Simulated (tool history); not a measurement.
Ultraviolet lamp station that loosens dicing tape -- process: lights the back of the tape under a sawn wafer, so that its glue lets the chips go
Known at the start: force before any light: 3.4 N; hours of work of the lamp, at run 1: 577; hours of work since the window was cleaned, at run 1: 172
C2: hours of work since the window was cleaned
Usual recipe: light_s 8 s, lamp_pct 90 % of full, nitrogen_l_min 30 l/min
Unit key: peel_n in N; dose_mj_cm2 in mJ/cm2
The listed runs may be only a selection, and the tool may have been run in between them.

Run 1, hour 0: usual settings; hours of work of the lamp 577; C2 172. Result: peel_n 0.2 N, dose_mj_cm2 438 mJ/cm2.
Run 2, hour 13.3: usual settings; hours of work of the lamp 584; C2 179. Result: peel_n 0.204 N, dose_mj_cm2 440 mJ/cm2.
Run 3, hour 30.3: usual settings but lamp_pct 99 % of full; hours of work of the lamp 592; C2 187. Result: peel_n 0.187 N, dose_mj_cm2 474 mJ/cm2.
Run 4, hour 57: usual settings; hours of work of the lamp 605; C2 201. Result: peel_n 0.196 N, dose_mj_cm2 433 mJ/cm2.
Run 5, hour 80.7: usual settings but lamp_pct 88 % of full; hours of work of the lamp 617; C2 212. Result: peel_n 0.206 N, dose_mj_cm2 416 mJ/cm2.
Run 6, hour 97.2: usual settings but lamp_pct 88 % of full; hours of work of the lamp 625; C2 220. Result: peel_n 0.22 N, dose_mj_cm2 417 mJ/cm2.
Run 7, hour 118.8: usual settings but lamp_pct 88 % of full; hours of work of the lamp 636; C2 231. Result: peel_n 0.222 N, dose_mj_cm2 415 mJ/cm2.
Run 8, hour 138: usual settings; hours of work of the lamp 645; C2 241. Result: peel_n 0.21 N, dose_mj_cm2 420 mJ/cm2.
At hour 149.6: window cleaned of glue's vapour.
Run 9, hour 161.5: usual settings; hours of work of the lamp 657; C2 6. Result: peel_n 0.232 N, dose_mj_cm2 402 mJ/cm2.
Run 10, hour 186.3: usual settings; hours of work of the lamp 669; C2 18. Result: peel_n 0.228 N, dose_mj_cm2 399 mJ/cm2.
Run 11, hour 202.9: usual settings but lamp_pct 95 % of full; hours of work of the lamp 677; C2 26. Result: peel_n 0.212 N, dose_mj_cm2 416 mJ/cm2.
Run 12, hour 229.1: usual settings but lamp_pct 95 % of full; hours of work of the lamp 690; C2 39. Result: peel_n 0.223 N, dose_mj_cm2 410 mJ/cm2.
Run 13, hour 255.7: usual settings but lamp_pct 95 % of full; hours of work of the lamp 703; C2 52. Result: peel_n 0.214 N, dose_mj_cm2 412 mJ/cm2.
At hour 270.2: window cleaned of glue's vapour, once more.
Run 14, hour 284.2: usual settings; hours of work of the lamp 717; C2 7. Result: peel_n 0.195 N, dose_mj_cm2 448 mJ/cm2.
Run 15, hour 308.8: usual settings; hours of work of the lamp 729; C2 19. Result: peel_n 0.202 N, dose_mj_cm2 448 mJ/cm2.
Run 16, hour 325: usual settings but nitrogen_l_min 50 l/min; hours of work of the lamp 737; C2 27. Result: peel_n 0.187 N, dose_mj_cm2 451 mJ/cm2.
Run 17, hour 348.8: usual settings but nitrogen_l_min 25 l/min; hours of work of the lamp 749; C2 39. Result: peel_n 0.206 N, dose_mj_cm2 446 mJ/cm2.
Run 18, hour 372.5: usual settings but nitrogen_l_min 21 l/min; hours of work of the lamp 761; C2 51. Result: peel_n 0.229 N, dose_mj_cm2 435 mJ/cm2.
Run 19, hour 387.9: usual settings but lamp_pct 66 % of full; hours of work of the lamp 768; C2 58. Result: peel_n 0.299 N, dose_mj_cm2 322 mJ/cm2.
Run 20, hour 400.9: usual settings but lamp_pct 66 % of full; hours of work of the lamp 775; C2 65. Result: peel_n 0.3 N, dose_mj_cm2 323 mJ/cm2.
Run 21, hour 418.4: usual settings; hours of work of the lamp 783; C2 73. Result: peel_n 0.2 N, dose_mj_cm2 435 mJ/cm2.
Run 22, hour 432.9: usual settings; hours of work of the lamp 791; C2 80. Result: peel_n 0.209 N, dose_mj_cm2 430 mJ/cm2.
Run 23, hour 447: usual settings but lamp_pct 67 % of full, nitrogen_l_min 13 l/min; hours of work of the lamp 798; C2 87. Result: peel_n 0.424 N, dose_mj_cm2 322 mJ/cm2.
Run 24, hour 464.3: usual settings but nitrogen_l_min 26 l/min; hours of work of the lamp 806; C2 96. Result: peel_n 0.219 N, dose_mj_cm2 429 mJ/cm2.
Run 25, hour 488.8: usual settings but light_s 9 s, nitrogen_l_min 13 l/min; hours of work of the lamp 818; C2 108. Result: peel_n 0.222 N, dose_mj_cm2 477 mJ/cm2.
Run 26, hour 517.8: usual settings but light_s 9 s, nitrogen_l_min 13 l/min; hours of work of the lamp 833; C2 122. Result: peel_n 0.23 N, dose_mj_cm2 476 mJ/cm2.
Run 27, hour 538.1: usual settings but lamp_pct 83 % of full, nitrogen_l_min 46 l/min; hours of work of the lamp 843; C2 133. Result: peel_n 0.224 N, dose_mj_cm2 388 mJ/cm2.
Run 28, hour 552: usual settings but light_s 11 s, lamp_pct 61 % of full, nitrogen_l_min 46 l/min; hours of work of the lamp 850; C2 139. Result: peel_n 0.203 N, dose_mj_cm2 389 mJ/cm2.
Run 29, hour 572.6: usual settings but light_s 11 s, lamp_pct 61 % of full, nitrogen_l_min 46 l/min; hours of work of the lamp 860; C2 150. Result: peel_n 0.216 N, dose_mj_cm2 389 mJ/cm2.
Run 30, hour 586.5: usual settings but light_s 11 s, lamp_pct 61 % of full, nitrogen_l_min 46 l/min; hours of work of the lamp 867; C2 156. Result: peel_n 0.227 N, dose_mj_cm2 382 mJ/cm2.
Run 31, hour 602.2: usual settings but light_s 13 s, lamp_pct 96 % of full, nitrogen_l_min 56 l/min; hours of work of the lamp 874; C2 164. Result: peel_n 0.148 N, dose_mj_cm2 713 mJ/cm2.
Run 32, hour 631: usual settings but light_s 9 s, lamp_pct 93 % of full, nitrogen_l_min 26 l/min; hours of work of the lamp 889; C2 178. Result: peel_n 0.195 N, dose_mj_cm2 470 mJ/cm2.
Run 33, hour 642.9: usual settings but light_s 9 s, lamp_pct 93 % of full, nitrogen_l_min 26 l/min; hours of work of the lamp 895; C2 184. Result: peel_n 0.195 N, dose_mj_cm2 472 mJ/cm2.
Run 34, hour 671.5: usual settings but light_s 14 s; hours of work of the lamp 909; C2 199. Result: peel_n 0.152 N, dose_mj_cm2 697 mJ/cm2.
Run 35, hour 699.5: usual settings but light_s 6 s; hours of work of the lamp 923; C2 212. Result: peel_n 0.345 N, dose_mj_cm2 296 mJ/cm2.
Run 36, hour 721.9: usual settings but light_s 9 s, lamp_pct 75 % of full, nitrogen_l_min 15 l/min; hours of work of the lamp 934; C2 223. Result: peel_n 0.313 N, dose_mj_cm2 366 mJ/cm2.
Run 37, hour 738.4: usual settings but lamp_pct 76 % of full, nitrogen_l_min 24 l/min; hours of work of the lamp 942; C2 232. Result: peel_n 0.294 N, dose_mj_cm2 333 mJ/cm2.
Run 38, hour 760.8: usual settings but lamp_pct 76 % of full, nitrogen_l_min 24 l/min; hours of work of the lamp 953; C2 243. Result: peel_n 0.305 N, dose_mj_cm2 330 mJ/cm2.
At hour 765.8: window cleaned of glue's vapour.
Run 39, hour 786.8: usual settings but lamp_pct 76 % of full, nitrogen_l_min 42 l/min; hours of work of the lamp 965; C2 10. Result: peel_n 0.231 N, dose_mj_cm2 353 mJ/cm2.
Run 40, hour 807.2: usual settings but light_s 4 s, lamp_pct 97 % of full, nitrogen_l_min 25 l/min; hours of work of the lamp 976; C2 20. Result: peel_n 0.553 N, dose_mj_cm2 225 mJ/cm2.
Run 41, hour 825.7: usual settings but light_s 4 s, lamp_pct 97 % of full, nitrogen_l_min 25 l/min; hours of work of the lamp 985; C2 30. Result: peel_n 0.544 N, dose_mj_cm2 226 mJ/cm2.
Run 42, hour 841.7: usual settings but light_s 9 s, lamp_pct 77 % of full; hours of work of the lamp 993; C2 38. Result: peel_n 0.212 N, dose_mj_cm2 402 mJ/cm2.

Branching from run 42: 4 alternative next runs. What would each branch give?
Run A, hour 869.1: usual settings but light_s 13 s, lamp_pct 74 % of full, nitrogen_l_min 14 l/min; hours of work of the lamp 1006; C2 51. Result: peel_n ?, dose_mj_cm2 ?.
Run B, hour 869.1: usual settings but lamp_pct 64 % of full, nitrogen_l_min 53 l/min; hours of work of the lamp 1006; C2 51. Result: peel_n ?, dose_mj_cm2 ?.
Run C, hour 869.1: usual settings but nitrogen_l_min 57 l/min; hours of work of the lamp 1006; C2 51. Result: peel_n ?, dose_mj_cm2 ?.
Run D, hour 869.1: usual settings but light_s 9 s, lamp_pct 77 % of full, nitrogen_l_min 46 l/min; hours of work of the lamp 1006; C2 51. Result: peel_n ?, dose_mj_cm2 ?.

run  peel_n  dose_mj_cm2
  A   0.194          552
  B   0.305          297
  C   0.176          412
  D     0.2          397
The same runs, with their run-to-run variation unchanged, on a tool lacking any hidden condition would have given:
run  peel_n  dose_mj_cm2
  A   0.163          723
  B   0.213          388
  C   0.147          539
  D   0.163          519

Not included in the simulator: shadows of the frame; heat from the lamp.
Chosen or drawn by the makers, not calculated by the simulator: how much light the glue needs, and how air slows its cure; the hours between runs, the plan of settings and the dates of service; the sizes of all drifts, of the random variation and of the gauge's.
